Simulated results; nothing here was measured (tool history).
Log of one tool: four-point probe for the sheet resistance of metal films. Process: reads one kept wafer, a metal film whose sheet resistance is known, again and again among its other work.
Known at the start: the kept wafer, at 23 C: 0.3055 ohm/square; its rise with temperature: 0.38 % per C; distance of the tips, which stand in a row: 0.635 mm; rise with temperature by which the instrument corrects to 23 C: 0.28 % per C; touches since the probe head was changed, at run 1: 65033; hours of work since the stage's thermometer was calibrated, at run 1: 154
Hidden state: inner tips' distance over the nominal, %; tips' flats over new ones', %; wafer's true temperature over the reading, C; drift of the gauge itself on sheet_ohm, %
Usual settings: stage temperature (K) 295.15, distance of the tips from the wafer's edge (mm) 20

run,hour,stage temperature (K),distance of the tips from the wafer's edge (mm),touches since the probe head was changed,hours of work since the stage's thermometer was calibrated,sheet resistance as the instrument gives it (ohm/square)
1,0.0,295.15,20,65033,154,0.307873
2,16.0,295.15,20,66016,166,0.307942
3,24.7,295.15,20,66552,173,0.307971
4,41.0,295.15,20,67553,186,0.307960
5,50.2,295.15,20,68122,193,0.308020
6,61.5,295.15,20,68817,202,0.308011
7,78.0,295.15,20,69831,215,0.308025
# hour 80.0: stage's thermometer calibrated
8,95.2,299.15,33,70857,12,0.309216
# hour 105.3: stage's thermometer calibrated, once more
9,110.8,294.15,28,71785,4,0.307690
10,119.1,294.15,28,72294,11,0.307617
11,130.2,302.15,5,72978,19,0.312665
12,142.0,302.15,5,73702,29,0.312675
13,149.4,305.15,8,74157,34,0.311954

Some steps in sheet resistance as the instrument gives it (ohm/square) between neighbouring runs. How much of each would the tool show without its hidden state too (settings, what came in, random variation), and how much is left for the hidden state, with any gauge scatter that isn't in both results?
Run 8 -> 9: stage temperature (K) 299.15 -> 294.15, distance of the tips from the wafer's edge (mm) 33 -> 28, stage's thermometer calibrated, once more. sheet resistance as the instrument gives it (ohm/square) -0.001526: hidden state -0.000145, all else -0.001381.
Run 10 -> 11: stage temperature (K) 294.15 -> 302.15, distance of the tips from the wafer's edge (mm) 28 -> 5. sheet resistance as the instrument gives it (ohm/square) +0.005048: hidden state +0.000065, all else +0.004983.

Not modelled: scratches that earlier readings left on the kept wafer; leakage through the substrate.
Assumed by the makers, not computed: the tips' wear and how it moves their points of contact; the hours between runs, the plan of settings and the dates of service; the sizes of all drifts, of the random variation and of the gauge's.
